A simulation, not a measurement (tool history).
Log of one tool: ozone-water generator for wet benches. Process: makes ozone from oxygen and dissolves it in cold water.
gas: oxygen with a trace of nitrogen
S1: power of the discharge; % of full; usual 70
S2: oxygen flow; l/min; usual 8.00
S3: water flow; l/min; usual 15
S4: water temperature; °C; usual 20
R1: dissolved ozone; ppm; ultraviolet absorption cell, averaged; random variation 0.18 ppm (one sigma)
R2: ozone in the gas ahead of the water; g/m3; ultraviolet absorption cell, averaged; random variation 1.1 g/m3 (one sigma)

run    hour  S1     S2  S3  S4    R1     R2
  1     0.0  70   8.00  15  20  22.3  187.3
  2   174.9  70   8.00  15  20  22.4  187.6
  3   255.2  70   8.00  16  20  21.5  186.6
  4   345.1  70   8.75  15  20  21.7  177.9
  5   511.3  70   8.75  15  20  21.4  176.3
  6   676.8  70   8.75  15  20  21.2  175.1
  7   858.9  70   8.00  15  20  21.6  182.8
  8   952.3  70   6.98  15  20  22.2  196.2
  9  1125.3  70   8.00   9  20  27.3  183.1
 10  1231.5  70   8.00  15  20  21.5  184.3
 11  1394.0  70   8.00  15  20  21.5  181.9
 12  1501.6  70   8.00  15  20  21.3  181.8
 13  1665.3  70   8.00   9  20  27.1  182.8
 14  1779.1  70   8.00  15  20  21.2  179.1
 15  1863.2  70   8.00  15  20  21.2  180.0
 16  1965.9  70   8.00  15  20  21.2  180.4
 17  2109.5  47  14.18  15  13  17.6  104.9
 18  2269.7  45   5.71  15  27  15.2  169.8
 19  2405.9  45   5.71  13  23  17.8  167.8
 20  2496.0  82   8.00  21  20  18.5  191.9
 21  2636.1  82   8.00  21  20  18.5  192.6
 22  2810.2  82   4.78  10  26  26.8  253.7
 23  2934.5  68   4.63  15  17  22.7  235.2
 24  3094.9  63   4.14  10  24  25.1  238.3
 25  3176.0  83   8.00  15  20  22.5  192.4
 26  3325.5  70   8.00  15  15  22.5  173.6
 27  3413.6  70   8.00  15  15  22.5  173.6
 28  3558.1  70   8.00  15  15  22.3  172.7
 29  3657.8  59   8.00  15  20  18.5  159.2
 30  3775.6  70   5.77  15  20  21.3  208.2

Taken out of this log: 2 entries between the listed runs. Where each belongs, and how the hidden state differs across it:
Between runs 11 and 12: water thermometer calibrated (hour 1408.8)
  yield of the discharge, % of new electrodes': 92.2 -> 92; contactor's efficiency, % of a clean one's: 94.3 -> 94.2; true water temperature over the reading, C: 0.23 -> 0.27
  measured less the result without the state, R1: -2.7 -> -2.9 ppm; R2: -15.4 -> -15.7 g/m3
Between runs 14 and 15: water thermometer calibrated, once more (hour 1809.1)
  yield of the discharge, % of new electrodes': 91.5 -> 91.3; contactor's efficiency, % of a clean one's: 94 -> 93.9; true water temperature over the reading, C: 0.29 -> 0.06
  measured less the result without the state, R1: -3.0 -> -3.0 ppm; R2: -16.8 -> -17.2 g/m3

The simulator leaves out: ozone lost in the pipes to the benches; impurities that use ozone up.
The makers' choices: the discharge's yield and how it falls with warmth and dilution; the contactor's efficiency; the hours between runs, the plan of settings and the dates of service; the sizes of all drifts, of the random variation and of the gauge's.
